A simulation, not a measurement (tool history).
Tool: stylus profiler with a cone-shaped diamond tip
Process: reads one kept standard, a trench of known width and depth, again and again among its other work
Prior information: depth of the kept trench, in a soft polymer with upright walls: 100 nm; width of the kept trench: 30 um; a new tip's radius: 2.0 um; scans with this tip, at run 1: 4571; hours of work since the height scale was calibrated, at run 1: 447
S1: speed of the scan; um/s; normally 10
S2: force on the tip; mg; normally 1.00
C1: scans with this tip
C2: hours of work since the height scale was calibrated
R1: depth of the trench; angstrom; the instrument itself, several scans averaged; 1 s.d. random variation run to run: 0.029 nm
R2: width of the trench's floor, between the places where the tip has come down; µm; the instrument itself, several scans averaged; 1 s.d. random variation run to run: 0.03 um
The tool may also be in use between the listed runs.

run	day	S1	S2	C1	C2	R1	R2
1	0.000	10	1.00	4571	447	1009.5	28.47
2	0.621	10	1.00	4692	459	1009.9	28.47
3	0.950	10	1.00	4756	466	1009.4	28.48
# day 1.004: height scale calibrated on a step standard
4	1.754	10	1.00	4909	14	1010.5	28.47
5	2.379	10	1.00	5030	26	1010.3	28.45
6	3.092	10	1.00	5169	40	1010.0	28.48
# day 3.467: height scale calibrated on a step standard, once more
7	3.908	23	1.00	5325	8	1007.5	28.35
8	4.633	11	0.41	5466	22	1004.3	28.39
9	5.138	6	0.98	5565	32	1007.7	28.53
10	5.658	11	1.13	5666	42	1008.9	28.44

Branching from run 10: 5 alternative next runs. What would each branch give?
A	6.096	20	0.52	5751	50	?	?
B	6.096	2	0.50	5751	50	?	?
C	6.096	7	2.24	5751	50	?	?
D	6.096	38	1.30	5751	50	?	?
E	6.096	3	0.58	5751	50	?	?

run	R1	R2
A	1004.9	28.38
B	1005.2	28.46
C	1013.4	28.41
D	1009.4	28.32
E	1005.4	28.45
The same runs, with their run-to-run variation unchanged, on a tool lacking any hidden condition would have given:
run	R1	R2
A	1004.9	28.65
B	1005.2	28.73
C	1013.4	28.68
D	1009.4	28.59
E	1005.4	28.73
